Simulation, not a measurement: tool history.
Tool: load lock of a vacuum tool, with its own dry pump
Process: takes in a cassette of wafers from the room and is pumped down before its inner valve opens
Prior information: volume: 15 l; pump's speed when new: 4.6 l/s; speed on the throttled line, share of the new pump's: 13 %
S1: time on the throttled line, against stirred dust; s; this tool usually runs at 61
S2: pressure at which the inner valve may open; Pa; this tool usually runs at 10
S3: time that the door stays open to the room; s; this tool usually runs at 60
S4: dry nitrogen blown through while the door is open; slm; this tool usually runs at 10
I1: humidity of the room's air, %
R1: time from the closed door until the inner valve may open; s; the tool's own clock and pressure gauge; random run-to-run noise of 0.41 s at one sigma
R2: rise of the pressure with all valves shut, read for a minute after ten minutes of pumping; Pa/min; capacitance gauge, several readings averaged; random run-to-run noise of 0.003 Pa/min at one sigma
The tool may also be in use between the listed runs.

{"run": 1, "day": 0.0, "S1": 61, "S2": 10, "S3": 60, "S4": 10, "I1": 47.8, "R1": 86.9, "R2": 0.054}
{"run": 2, "day": 9.679, "S1": 61, "S2": 17, "S3": 60, "S4": 10, "I1": 40, "R1": 84, "R2": 0.05}
{"run": 3, "day": 20.408, "S1": 61, "S2": 17, "S3": 60, "S4": 10, "I1": 46.7, "R1": 84.5, "R2": 0.064}
{"run": 4, "day": 26.071, "S1": 61, "S2": 10, "S3": 60, "S4": 10, "I1": 47.4, "R1": 86.5, "R2": 0.064}
{"run": 5, "day": 37.083, "S1": 60, "S2": 10, "S3": 60, "S4": 10, "I1": 45, "R1": 86.1, "R2": 0.067}
{"run": 6, "day": 46.329, "S1": 60, "S2": 10, "S3": 60, "S4": 10, "I1": 43.9, "R1": 87.1, "R2": 0.069}
{"run": 7, "day": 52.812, "S1": 60, "S2": 10, "S3": 60, "S4": 10, "I1": 42.3, "R1": 86.5, "R2": 0.072}
{"run": 8, "day": 62.762, "S1": 60, "S2": 10, "S3": 60, "S4": 10, "I1": 47.5, "R1": 85.9, "R2": 0.081}
{"run": 9, "day": 72.196, "S1": 48, "S2": 10, "S3": 60, "S4": 10, "I1": 46.3, "R1": 76.1, "R2": 0.084}
{"run": 10, "day": 78.625, "S1": 48, "S2": 10, "S3": 60, "S4": 10, "I1": 47.9, "R1": 75.8, "R2": 0.089}
{"run": 11, "day": 89.979, "S1": 48, "S2": 10, "S3": 60, "S4": 10, "I1": 45.5, "R1": 75.6, "R2": 0.096}
{"run": 12, "day": 96.583, "S1": 61, "S2": 10, "S3": 52, "S4": 10, "I1": 45.2, "R1": 86.9, "R2": 0.09}
{"run": 13, "day": 108.892, "S1": 61, "S2": 10, "S3": 60, "S4": 10, "I1": 42.3, "R1": 87.6, "R2": 0.101}
{"run": 14, "day": 119.85, "S1": 61, "S2": 10, "S3": 60, "S4": 10, "I1": 48.2, "R1": 87.6, "R2": 0.115}
{"run": 15, "day": 125.808, "S1": 61, "S2": 10, "S3": 60, "S4": 10, "I1": 45.6, "R1": 87.5, "R2": 0.116}
{"run": 16, "day": 131.25, "S1": 61, "S2": 10, "S3": 60, "S4": 10, "I1": 45.9, "R1": 87.8, "R2": 0.122}
{"run": 17, "day": 141.196, "S1": 61, "S2": 10, "S3": 60, "S4": 10, "I1": 45.6, "R1": 87.6, "R2": 0.127}
{"run": 18, "day": 152.562, "S1": 61, "S2": 10, "S3": 60, "S4": 10, "I1": 43, "R1": 86.9, "R2": 0.134}
{"run": 19, "day": 159.504, "S1": 61, "S2": 10, "S3": 60, "S4": 10, "I1": 46.8, "R1": 86.8, "R2": 0.141}
{"day": 160.879, "done": "dry pump taken out, an overhauled one fitted"}
{"run": 20, "day": 167.479, "S1": 66, "S2": 10, "S3": 29, "S4": 10, "I1": 47, "R1": 88.6, "R2": 0.136}
{"run": 21, "day": 174.654, "S1": 40, "S2": 19, "S3": 29, "S4": 8, "I1": 47.3, "R1": 62.7, "R2": 0.138}
{"run": 22, "day": 186.488, "S1": 98, "S2": 10, "S3": 84, "S4": 9, "I1": 46.3, "R1": 116.2, "R2": 0.175}
{"run": 23, "day": 192.833, "S1": 109, "S2": 17, "S3": 61, "S4": 15, "I1": 46.3, "R1": 123.2, "R2": 0.162}
{"run": 24, "day": 203.975, "S1": 59, "S2": 17, "S3": 233, "S4": 30, "I1": 41.6, "R1": 80.3, "R2": 0.188}
{"run": 25, "day": 213.125, "S1": 59, "S2": 17, "S3": 233, "S4": 30, "I1": 50, "R1": 80.2, "R2": 0.216}
{"run": 26, "day": 219.396, "S1": 31, "S2": 10, "S3": 60, "S4": 10, "I1": 44, "R1": 57.5, "R2": 0.191}
{"run": 27, "day": 225.121, "S1": 31, "S2": 10, "S3": 60, "S4": 10, "I1": 45.4, "R1": 57.8, "R2": 0.207}
{"run": 28, "day": 234.333, "S1": 51, "S2": 17, "S3": 60, "S4": 10, "I1": 45.3, "R1": 73.1, "R2": 0.214}
{"run": 29, "day": 243.654, "S1": 51, "S2": 17, "S3": 60, "S4": 10, "I1": 49.1, "R1": 73.8, "R2": 0.224}
{"run": 30, "day": 249.15, "S1": 61, "S2": 10, "S3": 60, "S4": 33, "I1": 43.4, "R1": 84.4, "R2": 0.213}
{"run": 31, "day": 260.617, "S1": 61, "S2": 15, "S3": 60, "S4": 31, "I1": 46.1, "R1": 83.1, "R2": 0.229}
{"run": 32, "day": 265.604, "S1": 55, "S2": 9, "S3": 146, "S4": 31, "I1": 47.3, "R1": 79.5, "R2": 0.247}
{"run": 33, "day": 275.592, "S1": 61, "S2": 10, "S3": 150, "S4": 9, "I1": 42.6, "R1": 84, "R2": 0.295}
{"run": 34, "day": 284.317, "S1": 76, "S2": 15, "S3": 55, "S4": 33, "I1": 47.9, "R1": 96.1, "R2": 0.247}
{"run": 35, "day": 293.112, "S1": 76, "S2": 15, "S3": 55, "S4": 33, "I1": 46.9, "R1": 95.3, "R2": 0.26}
{"run": 36, "day": 302.808, "S1": 61, "S2": 16, "S3": 42, "S4": 10, "I1": 48, "R1": 83, "R2": 0.293}
{"run": 37, "day": 311.875, "S1": 114, "S2": 16, "S3": 44, "S4": 16, "I1": 43, "R1": 128.9, "R2": 0.294}
{"run": 38, "day": 320.55, "S1": 114, "S2": 16, "S3": 44, "S4": 16, "I1": 45.1, "R1": 128.9, "R2": 0.308}

For some of the steps in R1 from one run to the next: how much would appear even if the tool had no hidden state, given the settings, what came in and random variation, and how much remains for the hidden state plus any gauge scatter that the measured result and the result without hidden state don't share?
Hidden state at play: pump's speed, % of a new pump's; leak at the door's seal, Pa l/s; drift of the gauge itself on ready_s, %; drift of the gauge itself on rise_pa_min, %.
Run 3 -> 4: S2 17 -> 10. R1 +2 s: hidden state +0.3, all else +1.7.
Run 8 -> 9: S1 60 -> 48. R1 -9.8 s: hidden state +0.3, all else -10.1.
Run 19 -> 20: S1 61 -> 66, S3 60 -> 29, dry pump taken out, an overhauled one fitted. R1 +1.8 s: hidden state -3.7, all else +5.5.
Run 21 -> 22: S1 40 -> 98, S2 19 -> 10, S3 29 -> 84, S4 8 -> 9. R1 +53.5 s: hidden state +0.1, all else +53.4.
Run 23 -> 24: S1 109 -> 59, S3 61 -> 233, S4 15 -> 30. R1 -42.9 s: hidden state +0.1, all else -43.
Run 36 -> 37: S1 61 -> 114, S3 42 -> 44, S4 10 -> 16. R1 +45.9 s: hidden state -0.2, all else +46.1.

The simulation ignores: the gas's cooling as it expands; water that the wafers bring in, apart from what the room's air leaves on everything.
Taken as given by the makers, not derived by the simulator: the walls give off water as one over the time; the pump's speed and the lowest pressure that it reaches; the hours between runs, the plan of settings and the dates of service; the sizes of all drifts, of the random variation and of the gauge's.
